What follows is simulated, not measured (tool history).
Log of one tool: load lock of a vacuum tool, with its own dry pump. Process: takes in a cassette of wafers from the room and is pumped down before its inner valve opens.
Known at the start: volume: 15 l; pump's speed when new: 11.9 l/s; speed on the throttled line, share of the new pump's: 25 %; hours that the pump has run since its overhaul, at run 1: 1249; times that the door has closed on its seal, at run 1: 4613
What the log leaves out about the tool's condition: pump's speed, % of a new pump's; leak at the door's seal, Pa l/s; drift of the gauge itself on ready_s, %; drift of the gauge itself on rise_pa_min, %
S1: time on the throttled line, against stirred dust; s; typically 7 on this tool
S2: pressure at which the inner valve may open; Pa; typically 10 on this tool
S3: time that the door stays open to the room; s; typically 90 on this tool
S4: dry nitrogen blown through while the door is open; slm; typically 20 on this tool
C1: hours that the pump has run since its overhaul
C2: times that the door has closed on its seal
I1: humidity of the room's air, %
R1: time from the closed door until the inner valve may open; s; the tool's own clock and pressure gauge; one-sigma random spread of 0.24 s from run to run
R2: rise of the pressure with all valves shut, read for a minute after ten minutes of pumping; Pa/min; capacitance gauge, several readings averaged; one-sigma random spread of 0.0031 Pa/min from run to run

run,hour,S1,S2,S3,S4,C1,C2,I1,R1,R2
1,0,7,10,90,20,1249,4613,41.5,16.8,0.08
2,457.1,7,10,90,20,1706,5905,44.7,17.3,0.095
3,749.4,7,10,90,20,1998,6732,46,16.7,0.094
4,1077.7,7,10,90,20,2327,7660,45.4,17.2,0.1
5,1495.4,7,10,90,5,2744,8841,45,17.1,0.136
6,1852.9,7,10,90,20,3102,9852,44.9,17,0.117
7,2122.8,7,10,90,20,3372,10616,46.2,17.5,0.133
8,2569.2,7,10,90,20,3818,11878,44.6,17.4,0.143
9,2960.5,7,10,90,20,4209,12984,43.7,17.3,0.144
10,3387.5,7,10,82,20,4636,14192,40.7,17.3,0.153
11,3619.1,14,10,117,20,4868,14847,49.4,22.7,0.172
12,3989.1,14,11,56,20,5238,15893,43.8,22.4,0.167
13,4198.5,14,11,56,20,5447,16485,41.2,22.7,0.176
14,4496.6,14,9,39,44,5745,17328,43.5,22.9,0.174
15,4920.3,14,9,39,44,6169,18527,44.6,22.5,0.184
16,5148.8,7,10,32,12,6398,19173,45.3,17.8,0.204
17,5455.9,6,10,38,7,6705,20041,48.9,16.7,0.232
18,5730.8,7,10,90,6,6980,20819,44.1,17.9,0.271
19,6189.7,7,10,90,6,7439,22116,44.5,17.7,0.287
20,6500,7,10,28,6,7749,22994,47.5,17.6,0.282

Here are 4 independent what-if runs from the current tool condition. What would each one return?
A,6911.1,5,11,90,20,8160,24156,46.6,?,?
B,6911.1,5,9,66,20,8160,24156,43.4,?,?
C,6911.1,6,10,25,6,8160,24156,41.7,?,?
D,6911.1,13,11,90,33,8160,24156,46.6,?,?

run,R1,R2
A,16.1,0.3
B,16.7,0.293
C,17.1,0.285
D,22.1,0.289
Stripped of hidden state, with their random variation kept, the same runs would have yielded:
run,R1,R2
A,15.3,0.054
B,15.8,0.05
C,16.3,0.04
D,21.4,0.045

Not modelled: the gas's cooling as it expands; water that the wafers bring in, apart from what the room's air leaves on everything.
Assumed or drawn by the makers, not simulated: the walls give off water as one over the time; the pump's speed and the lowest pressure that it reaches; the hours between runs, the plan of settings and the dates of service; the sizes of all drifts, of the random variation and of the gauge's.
